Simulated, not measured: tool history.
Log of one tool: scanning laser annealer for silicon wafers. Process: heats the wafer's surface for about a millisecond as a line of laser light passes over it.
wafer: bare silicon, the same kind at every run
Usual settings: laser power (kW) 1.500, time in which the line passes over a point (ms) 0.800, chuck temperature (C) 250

run     day  laser power (kW)  time in which the line passes over a point (ms)  chuck temperature (C)  highest temperature of the surface (C)
  1   0.000             1.500                                            0.800                    250                                     946
  2   0.804             1.500                                            0.800                    250                                     946
  3   1.908             1.500                                            0.563                    250                                     833
  4   2.946             1.500                                            0.563                    250                                     835
  5   3.962             1.500                                            0.563                    250                                     833
  6   4.917             1.500                                            0.563                    226                                     809
  7   5.646             1.473                                            0.563                    226                                     792
  8   6.729             1.473                                            0.563                    226                                     794
  9   7.650             1.500                                            0.800                    228                                     920
 10   8.408             1.500                                            0.800                    228                                     923
 11   9.175             1.500                                            0.800                    250                                     941
      9.742  -- window over the wafer cleaned
 12  10.433             1.500                                            0.800                    250                                     973
 13  10.992             1.500                                            0.731                    250                                     939
 14  11.579             1.500                                            0.731                    250                                     940
 15  12.333             1.500                                            0.731                    250                                     936
 16  12.842             1.500                                            0.800                    290                                    1009
 17  13.896             1.578                                            0.800                    290                                    1055
     14.117  -- laser's power meter calibrated
 18  15.096             1.578                                            0.800                    218                                     986
 19  16.008             1.500                                            0.800                    225                                     942
 20  17.175             1.500                                            0.800                    225                                     942
 21  17.896             1.500                                            0.800                    225                                     942
     18.658  -- optics aligned, line set to its width
 22  19.171             1.535                                            0.800                    264                                    1019
     20.371  -- laser's power meter calibrated, once more
 23  20.396             1.443                                            0.564                    263                                     841
 24  21.171             1.345                                            0.564                    236                                     762
 25  21.875             1.630                                            0.564                    262                                     937
 26  22.450             1.646                                            0.736                    233                                    1014
 27  23.446             1.500                                            0.646                    285                                     932
 28  24.175             1.500                                            0.646                    285                                     932
 29  25.304             1.500                                            0.646                    285                                     934
 30  26.212             1.500                                            0.646                    285                                     932
 31  26.821             1.300                                            0.567                    285                                     787
 32  27.733             1.641                                            0.567                    234                                     915
 33  28.267             1.631                                            0.562                    234                                     909
 34  29.267             1.631                                            0.562                    271                                     945
 35  29.892             1.649                                            0.930                    261                                    1139
 36  30.838             1.649                                            0.930                    261                                    1138
 37  31.508             1.649                                            0.930                    261                                    1136
 38  32.383             1.636                                            0.800                    250                                    1055
 39  33.408             1.636                                            0.800                    250                                    1053

Hidden state or all else? Some run-to-run changes of highest temperature of the surface (C), split into what the settings, what came in and random variation would give without the hidden state, and what is left for the hidden state (with any gauge scatter that isn't in both results):
The hidden state here: light that passes the window, % of a clean one's; laser's true power over the reading, %; width of the line over the set one, %; drift of the gauge itself on peak_c, C.
Run 8 -> 9: laser power (kW) 1.473 -> 1.500, time in which the line passes over a point (ms) 0.563 -> 0.800, chuck temperature (C) 226 -> 228. highest temperature of the surface (C) +126: hidden state -8, all else +134.
Run 11 -> 12: window over the wafer cleaned. highest temperature of the surface (C) +32: hidden state +27, all else +5.
Run 21 -> 22: laser power (kW) 1.500 -> 1.535, chuck temperature (C) 225 -> 264, optics aligned, line set to its width. highest temperature of the surface (C) +77: hidden state +14, all else +63.
Run 22 -> 23: laser power (kW) 1.535 -> 1.443, time in which the line passes over a point (ms) 0.800 -> 0.564, chuck temperature (C) 264 -> 263, laser's power meter calibrated, once more. highest temperature of the surface (C) -178: hidden state -7, all else -171.
Run 24 -> 25: laser power (kW) 1.345 -> 1.630, chuck temperature (C) 236 -> 262. highest temperature of the surface (C) +175: hidden state -2, all else +177.
Run 34 -> 35: laser power (kW) 1.631 -> 1.649, time in which the line passes over a point (ms) 0.562 -> 0.930, chuck temperature (C) 271 -> 261. highest temperature of the surface (C) +194: hidden state -4, all else +198.

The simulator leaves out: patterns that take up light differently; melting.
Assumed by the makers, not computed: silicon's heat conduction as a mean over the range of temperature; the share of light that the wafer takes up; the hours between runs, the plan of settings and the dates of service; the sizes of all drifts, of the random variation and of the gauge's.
